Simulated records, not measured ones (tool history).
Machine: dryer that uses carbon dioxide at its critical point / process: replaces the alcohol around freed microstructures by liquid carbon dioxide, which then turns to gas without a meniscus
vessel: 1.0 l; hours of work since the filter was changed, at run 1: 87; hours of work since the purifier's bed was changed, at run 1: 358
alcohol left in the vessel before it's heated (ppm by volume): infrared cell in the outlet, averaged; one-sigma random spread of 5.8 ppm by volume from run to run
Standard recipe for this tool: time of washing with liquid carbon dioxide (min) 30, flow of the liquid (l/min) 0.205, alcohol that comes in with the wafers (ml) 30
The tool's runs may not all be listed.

run,hour,time of washing with liquid carbon dioxide (min),flow of the liquid (l/min),alcohol that comes in with the wafers (ml),hours of work since the filter was changed,hours of work since the purifier's bed was changed,alcohol left in the vessel before it's heated (ppm by volume)
1,0,30,0.205,30,87,358,299
2,11.9,30,0.192,30,94,365,405
3,22,30,0.15,30,100,371,1027
4,31.3,30,0.15,30,106,377,1049
5,37.7,32,0.205,30,110,381,253
6,48,32,0.205,30,116,387,255
7,59.5,29,0.205,30,123,394,381
8,67.6,29,0.205,30,128,399,402
9,76.5,29,0.205,30,133,404,406
10,91,29,0.205,30,142,413,419
11,100,37,0.286,30,147,418,56
12,107.9,23,0.205,60,152,423,1907
13,119.5,21,0.237,38,159,430,1052
14,126.2,27,0.188,36,163,434,935

4 ways to go on from here, each from the tool as it stands after run 14. What would each give?
A,140,30,0.205,33,171,442,?
B,140,30,0.222,58,171,442,?
C,140,31,0.309,26,171,442,?
D,140,35,0.279,55,171,442,?

run,alcohol left in the vessel before it's heated (ppm by volume)
A,424
B,511
C,67
D,91
With no hidden state in the tool, these same runs would have given:
run,alcohol left in the vessel before it's heated (ppm by volume)
A,215
B,252
C,9
D,21
